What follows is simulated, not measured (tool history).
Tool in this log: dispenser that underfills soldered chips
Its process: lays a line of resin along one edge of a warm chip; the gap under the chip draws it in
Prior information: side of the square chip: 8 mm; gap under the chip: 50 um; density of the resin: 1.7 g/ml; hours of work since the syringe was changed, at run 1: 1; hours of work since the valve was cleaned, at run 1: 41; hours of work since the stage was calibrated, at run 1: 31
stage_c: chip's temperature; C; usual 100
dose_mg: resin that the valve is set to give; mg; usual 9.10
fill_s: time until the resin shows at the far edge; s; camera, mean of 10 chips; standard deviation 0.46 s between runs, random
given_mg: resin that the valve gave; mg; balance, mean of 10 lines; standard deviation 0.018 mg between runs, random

run   hour  stage_c  dose_mg  hours of work since the syringe was changed  hours of work since the valve was cleaned  hours of work since the stage was calibrated  fill_s  given_mg
  1    0.0      100     9.10                                            1                                         41                                            31    34.9      8.88
  2    2.2      100     9.10                                            2                                         43                                            33    38.4      8.88
  3    5.4      100     9.10                                            4                                         45                                            35    44.0      8.87
       7.1  -- new syringe of resin
       9.8  -- dispensing valve cleaned and set on the balance
  4   11.5      100     9.10                                            2                                          1                                            39    38.6      9.09
      15.7  -- new syringe of resin
  5   16.3      100     9.10                                            0                                          4                                            42    36.3      9.07
  6   20.1      100     9.10                                            3                                          7                                            44    41.5      9.06
      23.5  -- new syringe of resin
  7   24.6      100     9.10                                            1                                         10                                            47    36.6      9.03
  8   29.4      100     9.10                                            4                                         13                                            51    44.1      9.02
      31.3  -- new syringe of resin
  9   34.2       89     9.10                                            2                                         17                                            54    63.0      9.02
 10   37.9       89     9.10                                            5                                         19                                            57    72.3      8.98
      39.2  -- new syringe of resin
 11   42.3       89     9.10                                            2                                         22                                            59    63.8      9.00
 12   45.5      102     9.10                                            4                                         24                                            62    40.6      8.98
      46.9  -- new syringe of resin
 13   50.1      113     9.10                                            2                                         27                                            65    22.0      8.96
      54.9  -- new syringe of resin
 14   55.1      100    11.21                                            0                                         31                                            68    34.9     10.97
 15   60.1      100    11.21                                            4                                         34                                            72    42.5     10.99
      62.6  -- new syringe of resin
 16   63.1      100     9.02                                            0                                         36                                            73    35.0      8.82
 17   65.8      100     9.02                                            2                                         38                                            75    38.3      8.83
      70.3  -- new syringe of resin
 18   71.2      100     9.10                                            1                                         42                                            79    36.1      8.86
 19   75.3      100     9.10                                            3                                         44                                            82    43.0      8.88
 20   77.6      100     9.10                                            5                                         46                                            84    46.8      8.85
      78.4  -- new syringe of resin
      80.4  -- dispensing valve cleaned and set on the balance
 21   82.1       86     9.91                                            2                                          1                                            86    70.6      9.87
 22   85.6      103    10.02                                            4                                          4                                            88    39.3      9.97
      87.3  -- new syringe of resin
 23   89.7       86    10.02                                            2                                          6                                            91    70.1      9.97
 24   92.6       86    10.02                                            4                                          8                                            93    78.3      9.97
      95.3  -- new syringe of resin
 25   96.4       88    11.16                                            1                                         11                                            95    62.7     11.07
 26  100.7      100    11.35                                            4                                         14                                            98    44.2     11.22
     103.1  -- new syringe of resin
 27  103.9      100    11.35                                            1                                         16                                           100    35.6     11.22
 28  108.2       99    11.44                                            4                                         19                                           103    43.3     11.30
     110.9  -- new syringe of resin
 29  113.6       90     8.87                                            2                                         23                                           107    59.6      8.72
     118.8  -- new syringe of resin
 30  119.0       96    10.74                                            0                                         26                                           111    41.7     10.56
 31  122.9       96    10.74                                            3                                         29                                           113    48.2     10.54
     126.5  -- new syringe of resin
 32  128.4       96     7.90                                            1                                         33                                           117    45.9      7.75
 33  131.9       96     7.90                                            4                                         35                                           120    51.8      7.74
     134.2  -- new syringe of resin
 34  135.2       96     7.90                                            1                                         37                                           122    44.0      7.69
 35  140.4       99     9.82                                            4                                         41                                           125    46.1      9.55

Some steps in fill_s between neighbouring runs. How much of each would the tool show without its hidden state too (settings, what came in, random variation), and how much is left for the hidden state, with any gauge scatter that isn't in both results?
Unlogged tool condition in this case: resin's viscosity, % of fresh resin's; dose that the valve gives, % of what is set; true chip temperature over the reading, C; drift of the gauge itself on fill_s, %; drift of the gauge itself on given_mg, %.
Run 9 -> 10: no setting touched and nothing written in the log between the runs. fill_s +9.3 s: hidden state +9.7, all else -0.4.
Run 10 -> 11: new syringe of resin. fill_s -8.5 s: hidden state -8.7, all else +0.2.
Run 20 -> 21: stage_c 100 -> 86, dose_mg 9.10 -> 9.91, new syringe of resin, dispensing valve cleaned and set on the balance. fill_s +23.8 s: hidden state -4.1, all else +27.9.
Run 21 -> 22: stage_c 86 -> 103, dose_mg 9.91 -> 10.02. fill_s -31.3 s: hidden state +0.6, all else -31.9.
Run 22 -> 23: stage_c 103 -> 86, new syringe of resin. fill_s +30.8 s: hidden state -1.8, all else +32.6.
Run 24 -> 25: stage_c 86 -> 88, dose_mg 10.02 -> 11.16, new syringe of resin. fill_s -15.6 s: hidden state -10.9, all else -4.7.

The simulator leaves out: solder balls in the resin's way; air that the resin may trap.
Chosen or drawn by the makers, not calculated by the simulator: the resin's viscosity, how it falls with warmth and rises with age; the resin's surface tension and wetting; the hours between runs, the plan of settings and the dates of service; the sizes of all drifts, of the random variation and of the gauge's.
